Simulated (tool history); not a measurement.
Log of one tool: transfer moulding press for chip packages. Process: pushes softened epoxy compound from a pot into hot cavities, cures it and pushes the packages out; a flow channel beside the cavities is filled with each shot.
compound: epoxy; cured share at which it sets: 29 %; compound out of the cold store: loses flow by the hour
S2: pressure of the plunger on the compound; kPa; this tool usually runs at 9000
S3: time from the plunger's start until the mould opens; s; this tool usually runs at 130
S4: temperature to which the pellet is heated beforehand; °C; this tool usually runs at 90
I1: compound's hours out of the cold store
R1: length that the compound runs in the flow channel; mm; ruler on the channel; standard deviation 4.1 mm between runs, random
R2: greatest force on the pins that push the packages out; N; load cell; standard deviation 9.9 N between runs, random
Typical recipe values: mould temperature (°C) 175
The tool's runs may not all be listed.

run 1 hour=0.0 | mould_temperature_(°C)=175 S2=9000 S3=130 S4=90 | I1=33.3 | R1=664 R2=447
run 2 hour=41.7 | mould_temperature_(°C)=175 S2=9000 S3=130 S4=90 | I1=39.0 | R1=656 R2=445
run 3 hour=72.7 | mould_temperature_(°C)=175 S2=9000 S3=130 S4=90 | I1=14.2 | R1=691 R2=460
run 4 hour=102.5 | mould_temperature_(°C)=175 S2=9000 S3=130 S4=90 | I1=27.6 | R1=673 R2=461
-- hour=151.6 cavities cleaned with cleaning compound and waxed
run 5 hour=151.6 | mould_temperature_(°C)=175 S2=9000 S3=130 S4=90 | I1=30.2 | R1=671 R2=454
run 6 hour=181.3 | mould_temperature_(°C)=175 S2=9000 S3=130 S4=90 | I1=41.4 | R1=647 R2=460
-- hour=187.7 plunger's sealing rings changed
run 7 hour=204.7 | mould_temperature_(°C)=173 S2=9000 S3=130 S4=90 | I1=37.0 | R1=665 R2=508
run 8 hour=243.6 | mould_temperature_(°C)=173 S2=9000 S3=130 S4=90 | I1=25.4 | R1=687 R2=520
run 9 hour=288.4 | mould_temperature_(°C)=173 S2=9000 S3=130 S4=90 | I1=15.5 | R1=704 R2=528
-- hour=313.0 cavities cleaned with cleaning compound and waxed
run 10 hour=318.0 | mould_temperature_(°C)=173 S2=9000 S3=130 S4=90 | I1=28.3 | R1=682 R2=523
run 11 hour=345.7 | mould_temperature_(°C)=173 S2=9000 S3=130 S4=90 | I1=35.6 | R1=663 R2=526
run 12 hour=372.0 | mould_temperature_(°C)=175 S2=9970 S3=130 S4=90 | I1=20.2 | R1=724 R2=469
run 13 hour=414.7 | mould_temperature_(°C)=175 S2=9000 S3=132 S4=90 | I1=8.3 | R1=703 R2=455
run 14 hour=454.6 | mould_temperature_(°C)=175 S2=9000 S3=132 S4=90 | I1=24.3 | R1=675 R2=472
-- hour=470.7 cavities cleaned with cleaning compound and waxed
run 15 hour=479.1 | mould_temperature_(°C)=175 S2=9000 S3=132 S4=90 | I1=31.3 | R1=666 R2=456
run 16 hour=523.2 | mould_temperature_(°C)=173 S2=9620 S3=130 S4=94 | I1=31.8 | R1=695 R2=510
run 17 hour=567.4 | mould_temperature_(°C)=173 S2=9620 S3=130 S4=94 | I1=10.6 | R1=730 R2=520
run 18 hour=594.9 | mould_temperature_(°C)=175 S2=9000 S3=127 S4=86 | I1=36.2 | R1=656 R2=490
-- hour=629.2 cavities cleaned with cleaning compound and waxed
run 19 hour=639.1 | mould_temperature_(°C)=175 S2=9000 S3=127 S4=86 | I1=34.5 | R1=664 R2=479
run 20 hour=680.7 | mould_temperature_(°C)=175 S2=9000 S3=127 S4=86 | I1=41.2 | R1=644 R2=468
run 21 hour=715.8 | mould_temperature_(°C)=182 S2=9000 S3=137 S4=90 | I1=21.7 | R1=658 R2=360
run 22 hour=744.1 | mould_temperature_(°C)=174 S2=10430 S3=137 S4=90 | I1=21.6 | R1=743 R2=451
run 23 hour=767.2 | mould_temperature_(°C)=174 S2=10430 S3=137 S4=90 | I1=36.9 | R1=707 R2=457
-- hour=787.5 cavities cleaned with cleaning compound and waxed
run 24 hour=816.6 | mould_temperature_(°C)=174 S2=10430 S3=137 S4=90 | I1=36.3 | R1=704 R2=447
run 25 hour=847.5 | mould_temperature_(°C)=173 S2=10780 S3=150 S4=86 | I1=42.6 | R1=705 R2=420
run 26 hour=874.1 | mould_temperature_(°C)=180 S2=7450 S3=123 S4=83 | I1=33.5 | R1=590 R2=396

Run 27 has not been measured yet. What should we expect?
run 27 hour=914.3 | mould_temperature_(°C)=175 S2=7660 S3=166 S4=93 | I1=35.1 | R1=? R2=?

{"run 27": {"R1": 607, "R2": 375}}
Take away the tool's hidden state, keep the run-to-run variation as it was, and the same run would have given R1 608 mm, R2 369 N.
